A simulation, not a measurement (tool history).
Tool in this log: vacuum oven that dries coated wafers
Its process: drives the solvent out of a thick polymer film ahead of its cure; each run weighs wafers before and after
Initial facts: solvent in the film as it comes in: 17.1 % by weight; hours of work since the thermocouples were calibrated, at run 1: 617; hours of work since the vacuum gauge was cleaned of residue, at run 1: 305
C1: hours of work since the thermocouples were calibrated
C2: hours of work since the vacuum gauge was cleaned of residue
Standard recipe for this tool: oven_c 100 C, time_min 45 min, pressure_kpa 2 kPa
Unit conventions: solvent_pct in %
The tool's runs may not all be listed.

Run 1, day 0: usual settings; C1 617; C2 305. Result: solvent_pct 3.741 %.
Run 2, day 0.462: usual settings; C1 623; C2 311. Result: solvent_pct 3.758 %.
Run 3, day 0.971: usual settings but time_min 76 min; C1 630; C2 318. Result: solvent_pct 1.963 %.
Run 4, day 1.492: usual settings but time_min 76 min; C1 637; C2 325. Result: solvent_pct 1.951 %.
Run 5, day 2.021: usual settings but time_min 76 min; C1 644; C2 332. Result: solvent_pct 1.948 %.
Run 6, day 2.35: usual settings but time_min 76 min; C1 648; C2 336. Result: solvent_pct 1.95 %.
Run 7, day 2.767: usual settings but time_min 76 min; C1 654; C2 342. Result: solvent_pct 1.948 %.
Run 8, day 3.021: usual settings but time_min 76 min; C1 657; C2 345. Result: solvent_pct 1.964 %.
Run 9, day 3.575: usual settings; C1 665; C2 353. Result: solvent_pct 3.734 %.
Run 10, day 3.854: usual settings; C1 669; C2 357. Result: solvent_pct 3.736 %.
Run 11, day 4.104: usual settings; C1 672; C2 360. Result: solvent_pct 3.753 %.
Run 12, day 4.388: usual settings; C1 676; C2 364. Result: solvent_pct 3.737 %.
Run 13, day 4.938: usual settings but oven_c 89 C; C1 683; C2 371. Result: solvent_pct 6.989 %.
Run 14, day 5.192: usual settings but oven_c 89 C; C1 687; C2 374. Result: solvent_pct 6.994 %.
At day 5.288: vacuum gauge cleaned of residue and calibrated.
Run 15, day 5.554: usual settings but time_min 53 min; C1 691; C2 4. Result: solvent_pct 3.103 %.
Run 16, day 5.888: usual settings but oven_c 102 C, time_min 33 min, pressure_kpa 4.01 kPa; C1 695; C2 8. Result: solvent_pct 5.321 %.
Run 17, day 6.15: usual settings but oven_c 85 C, time_min 77 min, pressure_kpa 1.59 kPa; C1 699; C2 12. Result: solvent_pct 5.506 %.
Run 18, day 6.729: usual settings but oven_c 90 C, pressure_kpa 2.18 kPa; C1 706; C2 19. Result: solvent_pct 6.756 %.
Run 19, day 7.15: usual settings but oven_c 106 C, time_min 49 min; C1 712; C2 25. Result: solvent_pct 2.089 %.
At day 7.333: vacuum gauge cleaned of residue and calibrated, once more.
Run 20, day 7.675: usual settings but oven_c 104 C, time_min 42 min, pressure_kpa 4.44 kPa; C1 718; C2 5. Result: solvent_pct 3.914 %.
Run 21, day 7.979: usual settings but time_min 29 min; C1 722; C2 9. Result: solvent_pct 5.724 %.
Run 22, day 8.3: usual settings but pressure_kpa 3.69 kPa; C1 727; C2 13. Result: solvent_pct 4.404 %.

What if the next run were any one of these 3? Each begins from the tool's condition after run 22:
Run A, day 8.579: usual settings but pressure_kpa 1.01 kPa; C1 730; C2 17. Result: solvent_pct ?.
Run B, day 8.579: usual settings but oven_c 106 C, time_min 76 min, pressure_kpa 4.77 kPa; C1 730; C2 17. Result: solvent_pct ?.
Run C, day 8.579: usual settings but pressure_kpa 3.69 kPa; C1 730; C2 17. Result: solvent_pct ?.

run  solvent_pct
  A        3.306
  B        2.259
  C        4.438
The same runs, with their run-to-run variation unchanged, on a tool lacking any hidden condition would have given:
run  solvent_pct
  A        3.518
  B        2.366
  C        4.666
